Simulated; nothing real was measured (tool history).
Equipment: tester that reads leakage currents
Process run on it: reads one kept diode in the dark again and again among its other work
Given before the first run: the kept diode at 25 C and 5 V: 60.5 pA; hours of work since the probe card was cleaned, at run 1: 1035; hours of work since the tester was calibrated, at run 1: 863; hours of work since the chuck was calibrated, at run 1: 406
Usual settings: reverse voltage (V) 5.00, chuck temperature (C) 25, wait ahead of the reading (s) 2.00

run   hour  reverse voltage (V)  chuck temperature (C)  wait ahead of the reading (s)  hours of work since the probe card was cleaned  hours of work since the tester was calibrated  hours of work since the chuck was calibrated  current that the tester gives (pA)
  1    0.0                 5.00                     25                           2.00                                            1035                                            863                                           406                               61.98
  2   43.3                 5.00                     25                           2.00                                            1069                                            896                                           439                               62.10
  3   69.5                 5.00                     25                           2.00                                            1089                                            917                                           460                               61.62
  4  114.5                 5.00                     41                           2.00                                            1124                                            952                                           495                              188.18
  5  149.4                 5.00                     41                           2.00                                            1151                                            979                                           522                              187.99
  6  184.8                 5.00                     41                           2.00                                            1179                                           1007                                           550                              187.44
  7  225.2                 5.00                     41                           2.00                                            1211                                           1038                                           582                              187.59
  8  267.1                 5.00                     41                           2.00                                            1243                                           1071                                           614                              186.48
  9  288.3                 5.00                     41                           2.00                                            1260                                           1088                                           631                              186.10
 10  322.3                 5.00                     41                           0.62                                            1287                                           1114                                           657                              186.47
 11  366.9                 5.00                     41                           0.62                                            1321                                           1149                                           692                              187.96
     371.5  -- chuck's temperature calibrated
 12  398.3                10.68                     25                           2.00                                            1344                                           1172                                            21                               89.55
 13  436.8                10.68                     25                           2.00                                            1374                                           1202                                            51                               89.47
 14  481.8                 5.00                     25                           2.00                                            1410                                           1237                                            86                               60.26
 15  501.0                 5.00                     25                           2.00                                            1425                                           1252                                           101                               59.81
     532.6  -- chuck's temperature calibrated, once more
 16  544.8                 5.38                     25                           6.34                                            1457                                           1285                                             9                               67.43
 17  571.7                 5.38                     25                           6.34                                            1478                                           1306                                            30                               68.16
 18  606.2                 5.38                     25                           6.34                                            1505                                           1333                                            57                               67.42
 19  625.2                 5.38                     25                           6.34                                            1520                                           1348                                            72                               67.88
 20  654.3                 2.18                     24                           0.34                                            1543                                           1371                                            95                               40.95
 21  688.4                11.12                     32                           6.69                                            1569                                           1397                                           122                              158.72
 22  710.6                 4.66                     21                           2.37                                            1587                                           1415                                           139                               47.34
 23  735.3                 1.03                     48                           8.84                                            1606                                           1434                                           158                              143.47
 24  760.8                16.84                     27                           6.86                                            1626                                           1454                                           178                              139.96
 25  783.4                16.84                     27                           6.86                                            1644                                           1471                                           196                              139.74
 26  814.1                 5.00                     35                           4.95                                            1668                                           1495                                           220                              129.81
 27  837.3                 5.00                     35                           4.95                                            1686                                           1513                                           238                              129.66

Branching from run 27: 4 alternative next runs. What would each branch give?
  A  878.7                 3.35                     41                           8.68                                            1718                                           1546                                           270                                   ?
  B  878.7                 5.00                     47                           2.00                                            1718                                           1546                                           270                                   ?
  C  878.7                13.14                     25                           1.01                                            1718                                           1546                                           270                                   ?
  D  878.7                 5.00                     25                           2.45                                            1718                                           1546                                           270                                   ?

run  current that the tester gives (pA)
  A                              159.19
  B                              288.41
  C                              109.73
  D                               65.10
What these runs would have given with no unlogged condition in the tool:
run  current that the tester gives (pA)
  A                              157.62
  B                              286.34
  C                               99.03
  D                               61.28
